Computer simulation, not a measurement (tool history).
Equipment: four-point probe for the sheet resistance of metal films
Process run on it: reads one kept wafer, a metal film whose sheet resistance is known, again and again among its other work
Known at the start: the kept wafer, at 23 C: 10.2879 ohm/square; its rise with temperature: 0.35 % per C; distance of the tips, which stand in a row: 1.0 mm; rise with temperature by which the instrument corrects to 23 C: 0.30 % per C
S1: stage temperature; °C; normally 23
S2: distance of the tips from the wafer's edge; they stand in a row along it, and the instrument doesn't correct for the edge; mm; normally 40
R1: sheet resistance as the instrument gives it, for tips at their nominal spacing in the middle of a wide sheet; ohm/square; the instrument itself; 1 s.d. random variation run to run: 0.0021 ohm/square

run	hour	S1	S2	R1
1	0.0	23	40	10.330979
2	43.9	23	7	10.438060
3	79.3	23	7	10.439939
4	114.8	23	7	10.440310
5	164.7	23	7	10.437982
6	198.3	23	40	10.333277
# hour 203.1: stage's thermometer calibrated
7	230.6	23	40	10.334341
8	263.7	23	40	10.336079
9	296.4	23	40	10.335637
10	344.7	23	40	10.338983
11	370.5	23	40	10.334592
# hour 419.1: stage's thermometer calibrated, once more
12	419.4	23	40	10.327121
13	453.1	25	3	10.912905
14	480.1	20	8	10.398478
15	515.3	32	6	10.525666
16	562.4	19	6	10.456839

Estimate the outcome of run 17 from the log above:
17	611.3	31	40	?

Run 17 yielded R1 10.370720 ohm/square.
If the tool had no hidden condition, the same run with the same run-to-run variation would have returned R1 10.333334 ohm/square.

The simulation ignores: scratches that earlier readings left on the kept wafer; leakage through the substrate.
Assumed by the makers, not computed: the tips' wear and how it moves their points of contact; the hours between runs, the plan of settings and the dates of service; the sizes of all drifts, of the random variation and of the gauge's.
